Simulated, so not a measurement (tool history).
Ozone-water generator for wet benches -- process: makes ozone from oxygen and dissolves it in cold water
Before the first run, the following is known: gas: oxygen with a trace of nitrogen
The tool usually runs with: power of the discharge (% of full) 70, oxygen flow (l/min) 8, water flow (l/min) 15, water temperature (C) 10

run,hour,power of the discharge (% of full),oxygen flow (l/min),water flow (l/min),water temperature (C),dissolved ozone (ppm),ozone in the gas ahead of the water (g/m3)
1,0,70,8,15,10,48.5,257.4
2,24.5,70,8.41,15,10,48,253.4
3,40.8,70,8.41,11,10,58.5,253.3
4,64.6,70,8.41,11,10,59,254.9
5,84.3,52,8,15,10,37.9,207.6
6,110.9,93,8,15,10,60.1,325.8
7,132.8,93,8,15,10,60,325.4
8,162.4,93,8,15,10,59.8,329.3
9,184.3,93,8,15,10,60.3,326.1
10,208.2,71,8,15,10,48.5,265.3
11,226.5,71,8,15,10,49.5,265.3
12,254.5,70,8,15,10,48,265.7
13,269.1,70,8,15,8,50.4,263.2
14,281.8,70,8,15,8,50,262.6
15,309.6,70,8,15,10,48.3,267.3
16,333.2,70,8,15,10,48.5,264.5
17,362.5,70,8,15,10,48.1,266.1
18,389.6,50,8,11,10,45.7,204.7
19,419.5,50,8,11,10,45.3,205.5
20,446.6,50,8,11,10,45.3,205.7
# hour 452.2: gauge calibrated
21,472.7,74,11.59,11,11,56.8,229.5
22,498.4,70,7.38,15,10,48.9,269.2
23,527.5,70,7.38,15,10,48.9,271.7
24,556.4,80,8,15,10,53.7,290.9
25,570.1,80,8,15,10,53.5,289.2
26,586.4,58,4.51,12,7,50.3,291.9
27,603.2,58,4.51,12,7,50.4,294.2
28,620.5,58,8.39,12,13,45,221.9
29,635.2,58,8.39,12,13,44.8,223.8
30,663.1,53,4.69,12,15,41.8,268.6
31,681.1,53,9.49,12,15,40.1,197.5
32,699.9,53,9.49,21,5,33.4,195.2

What if the next run were any one of these 5? Each begins from the tool's condition after run 32:
A,718.3,70,4.61,15,10,?,?
B,718.3,93,8.38,21,12,?,?
C,718.3,46,11.12,21,10,?,?
D,718.3,70,8,15,5,?,?
E,718.3,70,10.07,24,16,?,?

run,dissolved ozone (ppm),ozone in the gas ahead of the water (g/m3)
A,47.1,335.2
B,45,322.3
C,27.4,165.1
D,52.7,263.8
E,30.7,238.1
With no hidden state in the tool, these same runs would have given:
run,dissolved ozone (ppm),ozone in the gas ahead of the water (g/m3)
A,47.1,329.8
B,45,317.2
C,27.4,162.4
D,52.7,259.6
E,30.7,234.3

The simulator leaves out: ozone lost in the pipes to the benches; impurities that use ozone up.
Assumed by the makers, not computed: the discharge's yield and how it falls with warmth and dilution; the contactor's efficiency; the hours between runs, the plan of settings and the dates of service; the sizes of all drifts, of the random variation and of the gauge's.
